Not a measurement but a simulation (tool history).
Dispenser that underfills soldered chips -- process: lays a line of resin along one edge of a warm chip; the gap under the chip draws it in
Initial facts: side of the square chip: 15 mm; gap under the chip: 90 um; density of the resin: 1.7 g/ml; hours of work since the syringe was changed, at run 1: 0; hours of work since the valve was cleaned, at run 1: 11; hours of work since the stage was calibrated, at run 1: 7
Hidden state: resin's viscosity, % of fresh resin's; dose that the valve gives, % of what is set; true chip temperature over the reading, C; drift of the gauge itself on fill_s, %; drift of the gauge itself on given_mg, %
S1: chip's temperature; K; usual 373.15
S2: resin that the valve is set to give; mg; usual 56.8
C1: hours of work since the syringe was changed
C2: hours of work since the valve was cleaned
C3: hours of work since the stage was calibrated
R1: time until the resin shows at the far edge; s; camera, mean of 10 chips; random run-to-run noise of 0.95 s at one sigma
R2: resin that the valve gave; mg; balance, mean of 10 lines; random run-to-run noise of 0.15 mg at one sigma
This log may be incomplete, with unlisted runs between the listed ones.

run	day	S1	S2	C1	C2	C3	R1	R2
1	0	373.15	56.8	0	11	7	91	56.35
2	0.208	373.15	56.8	3	15	10	101.9	56.17
3	0.325	373.15	56.8	5	16	12	111.5	56.37
4	0.546	373.15	56.8	8	20	15	126.2	56.2
5	0.671	376.15	56.8	10	22	17	121.8	56.23
# day 0.721: new syringe of resin
6	0.875	376.15	56.8	2	25	20	90.8	56.14
7	1.012	373.15	56.8	5	27	22	109.3	55.81
8	1.2	373.15	56.8	7	30	25	123.8	55.86
# day 1.442: new syringe of resin
9	1.442	373.15	56.8	0	33	29	91.3	55.6
10	1.575	376.15	61.2	2	35	31	86.4	60.2
11	1.796	383.15	66.5	6	39	34	72.6	65.27
12	1.983	363.15	51.4	8	42	37	207.7	50.26
13	2.117	363.15	51.4	11	44	39	227.5	50.19
# day 2.162: new syringe of resin
14	2.233	368.15	54.2	1	46	41	118.6	52.85
15	2.375	377.15	58.6	3	48	43	84.5	57.34

Forecast each of these 4 alternatives for the next run:
A	2.504	370.15	73.8	5	50	45	?	?
B	2.504	378.15	58.6	5	50	45	?	?
C	2.504	376.15	56.8	5	50	45	?	?
D	2.504	381.15	71.2	5	50	45	?	?

run	R1	R2
A	123.3	72.2
B	87.8	56.86
C	95	55.18
D	76.2	69.23
Without the tool's unlogged condition, the same runs would have read:
run	R1	R2
A	101.2	74.22
B	72	58.46
C	77.9	56.73
D	62.6	71.17
